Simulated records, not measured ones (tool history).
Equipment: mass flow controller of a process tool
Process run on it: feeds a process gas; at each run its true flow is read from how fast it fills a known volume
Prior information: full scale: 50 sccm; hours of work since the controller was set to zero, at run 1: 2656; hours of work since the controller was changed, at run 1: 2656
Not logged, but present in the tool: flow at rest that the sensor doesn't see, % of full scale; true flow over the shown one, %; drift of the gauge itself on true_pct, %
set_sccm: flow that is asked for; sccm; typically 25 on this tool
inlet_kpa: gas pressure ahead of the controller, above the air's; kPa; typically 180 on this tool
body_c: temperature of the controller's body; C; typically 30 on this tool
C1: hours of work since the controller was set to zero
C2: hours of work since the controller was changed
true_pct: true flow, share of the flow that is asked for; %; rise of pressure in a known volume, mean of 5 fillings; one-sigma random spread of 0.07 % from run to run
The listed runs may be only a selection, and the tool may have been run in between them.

{"run": 1, "hour": 0.0, "set_sccm": 25, "inlet_kpa": 180, "body_c": 30, "C1": 2656, "C2": 2656, "true_pct": 96.11}
{"run": 2, "hour": 106.7, "set_sccm": 25, "inlet_kpa": 180, "body_c": 30, "C1": 2703, "C2": 2703, "true_pct": 96.11}
{"run": 3, "hour": 172.9, "set_sccm": 25, "inlet_kpa": 180, "body_c": 30, "C1": 2732, "C2": 2732, "true_pct": 96.24}
{"run": 4, "hour": 318.9, "set_sccm": 25, "inlet_kpa": 180, "body_c": 30, "C1": 2796, "C2": 2796, "true_pct": 96.1}
{"run": 5, "hour": 458.5, "set_sccm": 25, "inlet_kpa": 180, "body_c": 30, "C1": 2858, "C2": 2858, "true_pct": 96.05}
{"run": 6, "hour": 605.6, "set_sccm": 25, "inlet_kpa": 180, "body_c": 30, "C1": 2923, "C2": 2923, "true_pct": 95.98}
{"run": 7, "hour": 722.8, "set_sccm": 25, "inlet_kpa": 180, "body_c": 30, "C1": 2974, "C2": 2974, "true_pct": 95.95}
{"run": 8, "hour": 800.9, "set_sccm": 25, "inlet_kpa": 180, "body_c": 30, "C1": 3009, "C2": 3009, "true_pct": 95.91}
{"run": 9, "hour": 909.8, "set_sccm": 25, "inlet_kpa": 180, "body_c": 23, "C1": 3057, "C2": 3057, "true_pct": 96.43}
{"run": 10, "hour": 992.8, "set_sccm": 25, "inlet_kpa": 190, "body_c": 32, "C1": 3094, "C2": 3094, "true_pct": 95.59}
{"run": 11, "hour": 1138.4, "set_sccm": 27, "inlet_kpa": 218, "body_c": 35, "C1": 3158, "C2": 3158, "true_pct": 95.69}
{"run": 12, "hour": 1272.4, "set_sccm": 6, "inlet_kpa": 176, "body_c": 35, "C1": 3217, "C2": 3217, "true_pct": 90.15}
{"run": 13, "hour": 1386.0, "set_sccm": 6, "inlet_kpa": 176, "body_c": 35, "C1": 3267, "C2": 3267, "true_pct": 90.13}
{"run": 14, "hour": 1486.6, "set_sccm": 23, "inlet_kpa": 180, "body_c": 32, "C1": 3311, "C2": 3311, "true_pct": 95.3}
{"run": 15, "hour": 1592.7, "set_sccm": 25, "inlet_kpa": 150, "body_c": 30, "C1": 3358, "C2": 3358, "true_pct": 95.58}

Forecast each of these 5 alternatives for the next run:
{"run": "A", "hour": 1655.3, "set_sccm": 12, "inlet_kpa": 180, "body_c": 21, "C1": 3386, "C2": 3386, "true_pct": "?"}
{"run": "B", "hour": 1655.3, "set_sccm": 18, "inlet_kpa": 242, "body_c": 21, "C1": 3386, "C2": 3386, "true_pct": "?"}
{"run": "C", "hour": 1655.3, "set_sccm": 23, "inlet_kpa": 208, "body_c": 22, "C1": 3386, "C2": 3386, "true_pct": "?"}
{"run": "D", "hour": 1655.3, "set_sccm": 12, "inlet_kpa": 152, "body_c": 30, "C1": 3386, "C2": 3386, "true_pct": "?"}
{"run": "E", "hour": 1655.3, "set_sccm": 27, "inlet_kpa": 154, "body_c": 21, "C1": 3386, "C2": 3386, "true_pct": "?"}

run=A true_pct=94
run=B true_pct=95.61
run=C true_pct=95.97
run=D true_pct=93.25
run=E true_pct=96.63
With no hidden state in the tool, these same runs would have given:
run=A true_pct=97.75
run=B true_pct=98.47
run=C true_pct=98.43
run=D true_pct=97.01
run=E true_pct=98.88
